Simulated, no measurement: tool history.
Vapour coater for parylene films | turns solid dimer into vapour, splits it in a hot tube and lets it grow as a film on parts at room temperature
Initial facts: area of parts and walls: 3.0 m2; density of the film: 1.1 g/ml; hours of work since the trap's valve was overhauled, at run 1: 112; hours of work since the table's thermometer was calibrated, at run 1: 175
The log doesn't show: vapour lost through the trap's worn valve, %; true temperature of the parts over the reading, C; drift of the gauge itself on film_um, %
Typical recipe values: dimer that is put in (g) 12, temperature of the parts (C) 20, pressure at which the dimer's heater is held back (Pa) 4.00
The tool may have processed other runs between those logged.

run	hour	dimer that is put in (g)	temperature of the parts (C)	pressure at which the dimer's heater is held back (Pa)	hours of work since the trap's valve was overhauled	hours of work since the table's thermometer was calibrated	thickness of the film (nm)
1	0.0	12	20	4.00	112	175	2770
2	41.1	12	20	4.00	138	201	2740
3	74.3	12	20	4.00	160	223	2720
4	129.2	12	20	4.00	195	258	2690
5	179.7	12	20	4.00	228	291	2630
6	216.1	12	20	4.00	251	315	2620
7	272.6	12	20	8.25	288	351	2260
8	304.0	12	20	7.25	308	371	2330
9	330.6	6	20	7.25	325	389	1140
10	358.5	6	20	7.25	343	407	1160
11	385.1	12	20	4.00	361	424	2590
12	413.6	12	20	4.00	379	442	2540
13	442.8	12	20	4.00	398	461	2570
14	499.8	12	20	3.72	435	498	2600
15	549.1	14	20	3.72	467	530	3020
16	603.0	14	20	3.72	501	565	2990
17	645.7	12	14	4.00	529	592	2980
18	699.9	12	14	4.00	564	627	2900
19	733.3	12	14	4.00	586	649	2930
20	787.8	12	14	4.00	621	684	2870
21	843.3	12	14	4.00	657	720	2860
22	876.2	12	19	4.00	678	741	2530
# hour 905.1: trap's valve overhauled
23	915.4	12	19	4.00	7	764	2830
24	956.2	12	19	4.00	33	791	2830
25	981.2	6	18	9.39	49	807	1210
26	1009.5	6	18	9.39	67	825	1240
27	1065.5	16	15	2.66	104	861	4580
28	1107.0	16	15	2.66	130	888	4510
29	1134.6	16	15	2.66	148	906	4510
30	1164.1	16	15	2.66	167	925	4460
31	1219.3	11	24	4.00	203	961	2210
32	1274.0	22	24	2.64	239	996	4730
33	1298.6	8	13	3.67	254	1012	2130
# hour 1312.2: table's thermometer calibrated
34	1340.4	12	24	7.47	281	18	2100
35	1386.0	17	20	3.46	310	48	3900
36	1422.2	17	20	3.46	334	71	3870
37	1449.3	13	20	3.46	351	89	2940
38	1475.2	13	20	3.46	368	105	2930
39	1508.1	13	20	3.46	389	127	2890
40	1552.8	11	20	2.11	418	156	2700
41	1590.7	11	20	2.11	443	180	2700
42	1643.4	16	17	8.09	477	214	3160
43	1686.7	9	25	4.82	505	242	1570
44	1744.7	9	25	4.82	542	280	1570
45	1776.3	12	20	5.48	563	300	2330
46	1829.5	12	20	5.48	597	334	2320
47	1860.6	20	25	11.29	617	355	2850

Hidden state at the last listed run before each entry between runs and at the first one after, where it differs:
From run 22 to run 23: trap's valve overhauled (hour 905.1)
  vapour lost through the trap's worn valve, %: 13.1 -> 0.2; true temperature of the parts over the reading, C: 0.71 -> 0.74
  the result without the hidden state subtracted from the measured one, thickness of the film (nm): -430 -> -60
From run 33 to run 34: table's thermometer calibrated (hour 1312.2)
  vapour lost through the trap's worn valve, %: 4.9 -> 5.4; true temperature of the parts over the reading, C: 0.97 -> 0.15
  the result without the hidden state subtracted from the measured one, thickness of the film (nm): -170 -> -130
